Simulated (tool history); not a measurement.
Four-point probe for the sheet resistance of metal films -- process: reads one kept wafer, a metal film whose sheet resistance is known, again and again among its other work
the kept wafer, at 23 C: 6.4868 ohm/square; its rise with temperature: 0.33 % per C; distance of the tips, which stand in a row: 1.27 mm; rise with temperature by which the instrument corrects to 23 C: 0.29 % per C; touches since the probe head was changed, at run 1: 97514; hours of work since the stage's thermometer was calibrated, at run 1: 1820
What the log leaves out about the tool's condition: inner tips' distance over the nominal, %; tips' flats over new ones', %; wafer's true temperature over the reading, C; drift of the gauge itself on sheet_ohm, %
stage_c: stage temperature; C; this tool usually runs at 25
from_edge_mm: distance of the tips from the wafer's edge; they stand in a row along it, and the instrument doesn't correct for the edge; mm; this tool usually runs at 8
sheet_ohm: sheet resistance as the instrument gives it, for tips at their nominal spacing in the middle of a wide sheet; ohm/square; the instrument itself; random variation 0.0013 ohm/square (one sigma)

| run | hour | stage_c | from_edge_mm | touches since the probe head was changed | hours of work since the stage's thermometer was calibrated | sheet_ohm |
|---|---|---|---|---|---|---|
| 1 | 0 | 25 | 8 | 97514 | 1820 | 6.52847 |
| 2 | 49.5 | 25 | 8 | 100041 | 1852 | 6.526158 |
| 3 | 84.9 | 25 | 8 | 101846 | 1876 | 6.522625 |
| 4 | 116 | 25 | 8 | 103429 | 1896 | 6.523614 |
| 5 | 180.7 | 25 | 8 | 106733 | 1939 | 6.521481 |
| 6 | 220.2 | 25 | 8 | 108748 | 1965 | 6.523905 |
| 7 | 259 | 25 | 28 | 110725 | 1990 | 6.441842 |
| 8 | 292 | 25 | 28 | 112407 | 2012 | 6.441747 |
| 9 | 330.4 | 25 | 28 | 114369 | 2037 | 6.440919 |
| 10 | 394.8 | 25 | 28 | 117653 | 2080 | 6.437441 |
| 11 | 430.5 | 21 | 8 | 119477 | 2103 | 6.5054 |
| 12 | 475.9 | 34 | 8 | 121793 | 2133 | 6.542658 |
| 13 | 523.9 | 25 | 7 | 124237 | 2164 | 6.543 |
| 14 | 560 | 25 | 7 | 126082 | 2188 | 6.54408 |
| 15 | 616.2 | 25 | 16 | 128948 | 2225 | 6.449577 |
| 16 | 670.7 | 25 | 16 | 131730 | 2261 | 6.448537 |
| 17 | 728 | 25 | 4 | 134650 | 2299 | 6.759302 |
| 18 | 790.3 | 25 | 8 | 137832 | 2340 | 6.513994 |
|  | 796.9 | stage's thermometer calibrated |
| 19 | 827.3 | 21 | 8 | 139689 | 20 | 6.495058 |
| 20 | 874.9 | 21 | 8 | 142120 | 51 | 6.492568 |
| 21 | 925.2 | 21 | 8 | 144688 | 84 | 6.491874 |
| 22 | 966.8 | 21 | 8 | 146806 | 112 | 6.493835 |
| 23 | 1015.9 | 21 | 8 | 149314 | 144 | 6.490377 |
| 24 | 1052.8 | 26 | 4 | 151197 | 168 | 6.74977 |
| 25 | 1111.1 | 24 | 4 | 154167 | 207 | 6.742984 |
| 26 | 1160.9 | 25 | 12 | 156711 | 240 | 6.452241 |
|  | 1185.9 | stage's thermometer calibrated, once more |
| 27 | 1223 | 25 | 12 | 159849 | 24 | 6.472859 |
| 28 | 1285.9 | 22 | 12 | 163060 | 66 | 6.46306 |
| 29 | 1324.8 | 22 | 12 | 165044 | 91 | 6.461292 |
| 30 | 1384.2 | 22 | 12 | 168074 | 131 | 6.459178 |
| 31 | 1433.8 | 26 | 7 | 170603 | 163 | 6.545859 |
| 32 | 1471.2 | 24 | 7 | 172515 | 188 | 6.537239 |

Run 33 has not been measured yet. What should we expect?
| 33 | 1505.2 | 19 | 22 | 174249 | 210 | ? |

Run 33 gave sheet_ohm 6.422792 ohm/square.
With no hidden state in the tool, this same run would have given sheet_ohm 6.48815 ohm/square.
